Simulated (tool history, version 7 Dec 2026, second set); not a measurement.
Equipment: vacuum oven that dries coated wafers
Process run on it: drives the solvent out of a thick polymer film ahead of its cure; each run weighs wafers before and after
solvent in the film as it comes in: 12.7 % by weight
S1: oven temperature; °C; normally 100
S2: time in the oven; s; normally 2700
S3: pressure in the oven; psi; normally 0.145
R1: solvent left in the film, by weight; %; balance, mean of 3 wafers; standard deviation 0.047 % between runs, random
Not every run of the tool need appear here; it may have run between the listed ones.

run   hour   S1    S2     S3    R1
  1    0.0  100  2700  0.145  2.72
  2   10.3  100  2700  0.145  2.86
  3   18.9  100  2700  0.145  2.74
  4   29.8   88  2700  0.145  5.80
  5   39.4   88  2700  0.145  5.77
  6   51.3   88  2700  0.145  5.79
  7   58.7  107  2700  0.145  1.41
  8   65.8  100  2700  0.074  2.51
  9   76.5  100  2700  0.074  2.46
 10   82.2   98  1380  0.226  5.82
 11   93.0   98  1380  0.226  5.86
 12  101.6   97  2940  0.189  3.32
 13  111.9   87  1860  0.529  8.57
 14  123.1   87  1860  0.529  8.38
 15  130.9   87  1860  0.529  8.48
 16  138.2  107  2700  0.187  1.61
 17  145.0  106  4620  0.145  0.69

Run 18 comes next. What will it give?
 18  156.1  106  4620  0.145   ?

R1: 0.77 %
The same run, on a tool lacking any hidden state, would have yielded R1 0.77 %.
